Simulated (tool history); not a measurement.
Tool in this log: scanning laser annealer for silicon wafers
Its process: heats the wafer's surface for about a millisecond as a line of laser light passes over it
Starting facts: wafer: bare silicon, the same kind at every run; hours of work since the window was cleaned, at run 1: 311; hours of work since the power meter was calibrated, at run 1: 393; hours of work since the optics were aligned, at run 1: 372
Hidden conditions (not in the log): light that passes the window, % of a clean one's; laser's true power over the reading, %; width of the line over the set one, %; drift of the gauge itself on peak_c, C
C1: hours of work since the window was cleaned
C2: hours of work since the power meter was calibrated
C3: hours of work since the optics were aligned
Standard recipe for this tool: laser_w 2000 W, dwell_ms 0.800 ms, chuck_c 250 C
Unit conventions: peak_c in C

{"run": 1, "hour": 0.0, "laser_w": 2000, "dwell_ms": 0.8, "chuck_c": 250, "C1": 311, "C2": 393, "C3": 372, "peak_c": 1052}
{"run": 2, "hour": 13.5, "laser_w": 1831, "dwell_ms": 0.8, "chuck_c": 250, "C1": 319, "C2": 400, "C3": 380, "peak_c": 957}
{"run": 3, "hour": 28.1, "laser_w": 1831, "dwell_ms": 0.8, "chuck_c": 250, "C1": 327, "C2": 409, "C3": 388, "peak_c": 958}
{"run": 4, "hour": 39.4, "laser_w": 1831, "dwell_ms": 0.8, "chuck_c": 250, "C1": 334, "C2": 415, "C3": 395, "peak_c": 961}
{"run": 5, "hour": 55.0, "laser_w": 2000, "dwell_ms": 0.8, "chuck_c": 250, "C1": 342, "C2": 424, "C3": 403, "peak_c": 1042}
{"run": 6, "hour": 63.9, "laser_w": 2000, "dwell_ms": 0.8, "chuck_c": 250, "C1": 347, "C2": 429, "C3": 408, "peak_c": 1043}
{"run": 7, "hour": 74.0, "laser_w": 2027, "dwell_ms": 0.8, "chuck_c": 250, "C1": 353, "C2": 434, "C3": 414, "peak_c": 1059}
{"run": 8, "hour": 85.6, "laser_w": 2027, "dwell_ms": 0.8, "chuck_c": 250, "C1": 360, "C2": 441, "C3": 421, "peak_c": 1054}
{"run": 9, "hour": 107.3, "laser_w": 2027, "dwell_ms": 0.8, "chuck_c": 250, "C1": 372, "C2": 453, "C3": 433, "peak_c": 1053}
{"run": 10, "hour": 123.2, "laser_w": 2000, "dwell_ms": 0.8, "chuck_c": 270, "C1": 381, "C2": 462, "C3": 442, "peak_c": 1063}
{"run": 11, "hour": 132.2, "laser_w": 2000, "dwell_ms": 0.8, "chuck_c": 270, "C1": 386, "C2": 467, "C3": 447, "peak_c": 1059}
{"run": 12, "hour": 143.2, "laser_w": 2000, "dwell_ms": 0.8, "chuck_c": 270, "C1": 392, "C2": 473, "C3": 453, "peak_c": 1061}
{"run": 13, "hour": 161.8, "laser_w": 2000, "dwell_ms": 0.8, "chuck_c": 270, "C1": 402, "C2": 484, "C3": 463, "peak_c": 1055}
{"hour": 165.7, "done": "window over the wafer cleaned"}
{"run": 14, "hour": 182.3, "laser_w": 2000, "dwell_ms": 0.8, "chuck_c": 270, "C1": 9, "C2": 494, "C3": 474, "peak_c": 1025}
{"run": 15, "hour": 194.2, "laser_w": 2000, "dwell_ms": 0.8, "chuck_c": 270, "C1": 16, "C2": 501, "C3": 481, "peak_c": 1023}
{"run": 16, "hour": 204.1, "laser_w": 2000, "dwell_ms": 0.8, "chuck_c": 250, "C1": 22, "C2": 507, "C3": 486, "peak_c": 1005}
{"run": 17, "hour": 219.7, "laser_w": 2000, "dwell_ms": 0.8, "chuck_c": 250, "C1": 30, "C2": 515, "C3": 495, "peak_c": 1005}
{"hour": 229.8, "done": "window over the wafer cleaned, once more"}
{"run": 18, "hour": 232.2, "laser_w": 2000, "dwell_ms": 0.8, "chuck_c": 250, "C1": 1, "C2": 521, "C3": 501, "peak_c": 1074}
{"run": 19, "hour": 253.0, "laser_w": 2000, "dwell_ms": 0.8, "chuck_c": 250, "C1": 13, "C2": 533, "C3": 513, "peak_c": 1074}
{"run": 20, "hour": 266.6, "laser_w": 2000, "dwell_ms": 0.8, "chuck_c": 250, "C1": 21, "C2": 541, "C3": 520, "peak_c": 1074}
{"run": 21, "hour": 279.0, "laser_w": 2000, "dwell_ms": 0.844, "chuck_c": 250, "C1": 28, "C2": 548, "C3": 527, "peak_c": 1093}
{"run": 22, "hour": 292.4, "laser_w": 2000, "dwell_ms": 0.844, "chuck_c": 250, "C1": 35, "C2": 555, "C3": 535, "peak_c": 1092}
{"run": 23, "hour": 312.3, "laser_w": 2000, "dwell_ms": 0.927, "chuck_c": 215, "C1": 46, "C2": 566, "C3": 546, "peak_c": 1097}
{"run": 24, "hour": 333.8, "laser_w": 2098, "dwell_ms": 0.638, "chuck_c": 238, "C1": 59, "C2": 578, "C3": 558, "peak_c": 1016}
{"run": 25, "hour": 345.2, "laser_w": 2098, "dwell_ms": 0.638, "chuck_c": 238, "C1": 65, "C2": 585, "C3": 565, "peak_c": 1018}
{"run": 26, "hour": 360.2, "laser_w": 2000, "dwell_ms": 0.8, "chuck_c": 266, "C1": 73, "C2": 593, "C3": 573, "peak_c": 1085}
{"run": 27, "hour": 372.5, "laser_w": 1887, "dwell_ms": 0.711, "chuck_c": 266, "C1": 80, "C2": 600, "C3": 580, "peak_c": 982}
{"run": 28, "hour": 384.6, "laser_w": 1709, "dwell_ms": 0.759, "chuck_c": 286, "C1": 87, "C2": 607, "C3": 587, "peak_c": 933}
{"run": 29, "hour": 399.2, "laser_w": 1709, "dwell_ms": 0.759, "chuck_c": 286, "C1": 95, "C2": 615, "C3": 595, "peak_c": 933}
{"run": 30, "hour": 420.4, "laser_w": 1709, "dwell_ms": 0.759, "chuck_c": 286, "C1": 107, "C2": 627, "C3": 607, "peak_c": 932}
{"run": 31, "hour": 437.3, "laser_w": 1709, "dwell_ms": 0.759, "chuck_c": 276, "C1": 117, "C2": 637, "C3": 616, "peak_c": 922}
{"run": 32, "hour": 447.2, "laser_w": 1709, "dwell_ms": 0.759, "chuck_c": 276, "C1": 122, "C2": 642, "C3": 622, "peak_c": 923}
{"run": 33, "hour": 465.7, "laser_w": 1709, "dwell_ms": 0.759, "chuck_c": 276, "C1": 133, "C2": 653, "C3": 632, "peak_c": 919}
{"run": 34, "hour": 478.9, "laser_w": 1957, "dwell_ms": 0.621, "chuck_c": 236, "C1": 140, "C2": 660, "C3": 640, "peak_c": 932}
{"run": 35, "hour": 494.1, "laser_w": 1816, "dwell_ms": 0.565, "chuck_c": 254, "C1": 149, "C2": 669, "C3": 648, "peak_c": 858}
{"run": 36, "hour": 515.0, "laser_w": 1843, "dwell_ms": 0.98, "chuck_c": 278, "C1": 161, "C2": 681, "C3": 660, "peak_c": 1078}
{"run": 37, "hour": 524.1, "laser_w": 1843, "dwell_ms": 0.885, "chuck_c": 225, "C1": 166, "C2": 686, "C3": 665, "peak_c": 984}
{"run": 38, "hour": 544.2, "laser_w": 1954, "dwell_ms": 0.641, "chuck_c": 247, "C1": 177, "C2": 697, "C3": 677, "peak_c": 946}
{"run": 39, "hour": 558.7, "laser_w": 1746, "dwell_ms": 0.651, "chuck_c": 250, "C1": 185, "C2": 705, "C3": 685, "peak_c": 863}
{"run": 40, "hour": 572.3, "laser_w": 2167, "dwell_ms": 0.845, "chuck_c": 239, "C1": 193, "C2": 713, "C3": 692, "peak_c": 1156}
{"run": 41, "hour": 594.2, "laser_w": 2003, "dwell_ms": 0.828, "chuck_c": 233, "C1": 205, "C2": 725, "C3": 705, "peak_c": 1048}
{"run": 42, "hour": 614.3, "laser_w": 2003, "dwell_ms": 0.828, "chuck_c": 233, "C1": 217, "C2": 736, "C3": 716, "peak_c": 1053}

Run by run, hidden condition taken away, random variation retained:
run=1 peak_c=1093
run=2 peak_c=995
run=3 peak_c=996
run=4 peak_c=1000
run=5 peak_c=1087
run=6 peak_c=1089
run=7 peak_c=1106
run=8 peak_c=1102
run=9 peak_c=1103
run=10 peak_c=1113
run=11 peak_c=1110
run=12 peak_c=1112
run=13 peak_c=1107
run=14 peak_c=1108
run=15 peak_c=1107
run=16 peak_c=1090
run=17 peak_c=1090
run=18 peak_c=1087
run=19 peak_c=1088
run=20 peak_c=1089
run=21 peak_c=1110
run=22 peak_c=1110
run=23 peak_c=1117
run=24 peak_c=1035
run=25 peak_c=1039
run=26 peak_c=1107
run=27 peak_c=1002
run=28 peak_c=952
run=29 peak_c=952
run=30 peak_c=953
run=31 peak_c=944
run=32 peak_c=945
run=33 peak_c=942
run=34 peak_c=957
run=35 peak_c=881
run=36 peak_c=1111
run=37 peak_c=1016
run=38 peak_c=976
run=39 peak_c=890
run=40 peak_c=1197
run=41 peak_c=1087
run=42 peak_c=1093

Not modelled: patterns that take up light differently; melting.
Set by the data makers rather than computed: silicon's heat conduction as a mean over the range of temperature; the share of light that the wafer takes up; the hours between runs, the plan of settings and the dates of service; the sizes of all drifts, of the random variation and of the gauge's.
